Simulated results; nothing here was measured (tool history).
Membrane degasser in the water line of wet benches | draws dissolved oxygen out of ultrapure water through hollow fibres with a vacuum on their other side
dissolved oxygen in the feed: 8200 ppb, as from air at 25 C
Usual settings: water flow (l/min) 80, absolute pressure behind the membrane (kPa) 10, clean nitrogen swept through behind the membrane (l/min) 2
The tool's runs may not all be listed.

| run | hour | water flow (l/min) | absolute pressure behind the membrane (kPa) | clean nitrogen swept through behind the membrane (l/min) | dissolved oxygen in the water behind the degasser (ppb) | pressure that the water loses in the fibres (kPa) |
|---|---|---|---|---|---|---|
| 1 | 0 | 80 | 10 | 2 | 604.4 | 32 |
| 2 | 124 | 80 | 10 | 2 | 599.4 | 32.01 |
| 3 | 241.3 | 80 | 10 | 2 | 597.1 | 31.89 |
| 4 | 384.4 | 113 | 10 | 2 | 808.9 | 45.3 |
| 5 | 523.1 | 80 | 10 | 0.89 | 1000.2 | 32.13 |
| 6 | 633.8 | 80 | 10 | 0.89 | 988.2 | 32.05 |
| 7 | 738.5 | 80 | 10 | 0.89 | 995.5 | 32.17 |
| 8 | 867.5 | 80 | 10 | 0.89 | 1000 | 31.91 |
| 9 | 1015.9 | 80 | 11.3 | 2 | 703.4 | 32.25 |
| 10 | 1151.2 | 80 | 11.3 | 2 | 691 | 32.15 |
|  | 1254.9 | seals of the vacuum lines changed |
| 11 | 1275.9 | 80 | 7.1 | 2 | 400.4 | 32.1 |
| 12 | 1415.5 | 80 | 10 | 2 | 610.7 | 32.31 |
| 13 | 1519.2 | 80 | 10 | 2 | 603.2 | 32.16 |
| 14 | 1656.9 | 91 | 14.5 | 2.74 | 828.9 | 36.75 |
| 15 | 1796.8 | 108 | 10 | 1.16 | 1067.6 | 43.63 |
| 16 | 1891.7 | 108 | 10 | 1.16 | 1086.8 | 43.18 |
| 17 | 1957.8 | 108 | 10 | 1.16 | 1072.2 | 43.49 |
| 18 | 2030.1 | 108 | 12.3 | 2.1 | 952.9 | 43.5 |
| 19 | 2147.4 | 108 | 12.3 | 0.99 | 1460.9 | 43.6 |
| 20 | 2244.8 | 75 | 19 | 1.55 | 1356.3 | 30.11 |
| 21 | 2363.9 | 75 | 19 | 1.55 | 1363.9 | 30.28 |
| 22 | 2486.6 | 67 | 12.2 | 2 | 658.7 | 27.03 |
| 23 | 2607.3 | 85 | 10 | 1.6 | 748 | 34.16 |
| 24 | 2736.5 | 124 | 7.1 | 4.54 | 400.7 | 50.01 |
| 25 | 2873.7 | 93 | 7.1 | 1.31 | 602.1 | 37.89 |

4 ways to go on from here, each from the tool as it stands after run 25. What would each give?
| A | 2980.7 | 76 | 22.7 | 1.56 | ? | ? |
| B | 2980.7 | 118 | 10 | 0.94 | ? | ? |
| C | 2980.7 | 80 | 13.8 | 1.7 | ? | ? |
| D | 2980.7 | 80 | 8.6 | 1 | ? | ? |

| run | dissolved oxygen in the water behind the degasser (ppb) | pressure that the water loses in the fibres (kPa) |
|---|---|---|
| A | 1622.2 | 30.98 |
| B | 1279.3 | 47.93 |
| C | 989.3 | 32.32 |
| D | 793.8 | 32.51 |
Without the tool's hidden state the same runs would have given:
| run | dissolved oxygen in the water behind the degasser (ppb) | pressure that the water loses in the fibres (kPa) |
|---|---|---|
| A | 1590.5 | 30.09 |
| B | 1211.7 | 46.54 |
| C | 952 | 31.37 |
| D | 741 | 31.57 |
